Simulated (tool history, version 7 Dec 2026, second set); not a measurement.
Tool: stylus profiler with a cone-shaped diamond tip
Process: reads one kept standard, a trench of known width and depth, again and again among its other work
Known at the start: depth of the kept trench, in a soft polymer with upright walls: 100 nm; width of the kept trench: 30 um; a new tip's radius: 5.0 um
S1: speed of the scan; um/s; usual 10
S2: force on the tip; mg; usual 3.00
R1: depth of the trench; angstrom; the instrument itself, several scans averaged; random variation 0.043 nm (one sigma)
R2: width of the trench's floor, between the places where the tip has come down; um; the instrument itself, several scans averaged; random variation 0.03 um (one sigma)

run,hour,S1,S2,R1,R2
1,0.0,10,3.00,1007.0,28.03
2,17.9,3,3.00,1007.6,27.99
3,35.6,10,4.16,1009.4,27.97
4,52.4,3,3.00,1007.7,28.05
5,67.1,10,2.97,1007.3,28.01
6,89.7,9,3.00,1007.8,27.97
7,111.9,9,3.00,1006.9,27.99
8,132.4,2,3.00,1006.5,28.06
9,150.1,4,3.00,1007.3,28.05
10,169.2,4,3.00,1007.1,27.99
11,186.6,12,8.17,1014.1,28.05

Forecast each of these 4 alternatives for the next run:
A,206.5,2,8.03,?,?
B,206.5,9,1.49,?,?
C,206.5,4,1.17,?,?
D,206.5,12,1.13,?,?

run,R1,R2
A,1014.7,28.01
B,1003.8,28.00
C,1003.0,27.98
D,1003.8,27.99
Without the tool's hidden state the same runs would have given:
run,R1,R2
A,1015.2,28.00
B,1004.3,27.99
C,1003.4,27.97
D,1004.3,27.98
